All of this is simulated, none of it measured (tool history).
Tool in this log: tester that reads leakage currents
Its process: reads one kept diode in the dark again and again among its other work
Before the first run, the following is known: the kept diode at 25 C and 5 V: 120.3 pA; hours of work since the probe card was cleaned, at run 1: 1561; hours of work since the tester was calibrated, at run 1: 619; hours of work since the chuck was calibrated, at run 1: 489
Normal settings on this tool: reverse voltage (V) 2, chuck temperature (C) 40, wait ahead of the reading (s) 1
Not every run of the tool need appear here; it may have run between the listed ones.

run    hour  reverse voltage (V)  chuck temperature (C)  wait ahead of the reading (s)  hours of work since the probe card was cleaned  hours of work since the tester was calibrated  hours of work since the chuck was calibrated  current that the tester gives (pA)
  1       0                    2                     40                              1                                            1561                                            619                                           489                              248.01
  2   117.6                    2                     40                           8.48                                            1639                                            697                                           566                              252.17
  3   212.7                    2                     40                           8.48                                            1702                                            760                                           629                              255.69
      331.8  -- chuck's temperature calibrated
  4   340.1                    2                     40                              1                                            1784                                            843                                             5                              226.63
  5   419.8                    2                     40                              1                                            1837                                            895                                            58                              229.56
  6   497.5                    2                     40                              1                                            1888                                            947                                           109                              231.68
  7   572.9                13.44                     40                              1                                            1938                                            996                                           159                              716.89
      704.9  -- probe card cleaned and baked
  8   706.8                    2                     40                              1                                               1                                           1083                                           246                              236.27
  9   788.5                    2                     40                              1                                              55                                           1137                                           300                              238.71
 10   849.1                    2                     40                              1                                              95                                           1177                                           340                              239.92
 11   912.2                    2                     40                              1                                             137                                           1218                                           381                              240.87
 12  1024.1                    2                     40                              1                                             211                                           1292                                           455                              246.69
 13  1151.1                    2                     40                              1                                             295                                           1376                                           539                              250.92
     1161.4  -- tester calibrated
 14  1212.4                    2                     40                              1                                             334                                             34                                           578                               253.8
 15  1266.4                    2                     37                              1                                             369                                             69                                           614                              206.11
 16  1384.6                    2                     37                              1                                             447                                            147                                           692                              209.38
     1407.8  -- chuck's temperature calibrated
 17  1513.3                    2                     40                           0.38                                             531                                            231                                            70                              231.68
 18  1638.2                 1.22                     26                           2.77                                             614                                            314                                           152                               61.27
 19  1765.2                 1.22                     26                           2.77                                             697                                            397                                           236                               62.48
 20  1856.5                 1.22                     26                           2.77                                             758                                            458                                           296                               63.19
     1914.7  -- tester calibrated, once more
 21  1942.9                17.99                     40                           0.51                                             814                                             19                                           352                              862.16
 22  2044.9                 2.77                     52                              1                                             881                                             86                                           419                              660.95
 23  2137.1                    2                     40                           5.42                                             942                                            147                                           480                               242.6
 24  2230.6                 2.02                     42                              1                                            1003                                            209                                           542                              286.91
 25  2309.1                 2.02                     21                           0.36                                            1055                                            260                                           594                               61.16
 26  2407.6                 2.02                     21                           0.36                                            1120                                            325                                           659                                62.1
     2484.7  -- chuck's temperature calibrated
 27  2487.9                 2.02                     52                           0.36                                            1172                                            377                                             2                              510.88
 28  2545.9                 2.02                     52                           0.36                                            1210                                            415                                            40                              509.11
 29    2648                 2.02                     22                           0.36                                            1278                                            483                                           108                               59.25
 30  2724.2                    2                     40                           2.83                                            1328                                            533                                           158                              226.33
 31  2800.5                 7.24                     40                              1                                            1378                                            584                                           209                              485.28
 32  2869.4                 7.24                     40                              1                                            1424                                            629                                           254                              489.61
 33  2943.4                 1.76                     40                            0.4                                            1473                                            678                                           303                              217.78
 34  3026.2                 5.43                     40                            0.4                                            1528                                            733                                           358                              424.96

4 ways to go on from here, each from the tool as it stands after run 34. What would each give?
  A  3102                 2.56                     23                              1                                            1578                                            783                                           408                                   ?
  B  3102                 5.43                     42                            0.4                                            1578                                            783                                           408                                   ?
  C  3102                 5.82                     44                           3.67                                            1578                                            783                                           408                                   ?
  D  3102                 6.84                     40                           0.32                                            1578                                            783                                           408                                   ?

run  current that the tester gives (pA)
  A                               77.26
  B                                 492
  C                              589.21
  D                              491.65
Without the tool's hidden state the same runs would have given:
run  current that the tester gives (pA)
  A                               70.21
  B                              458.53
  C                              549.74
  D                              456.95
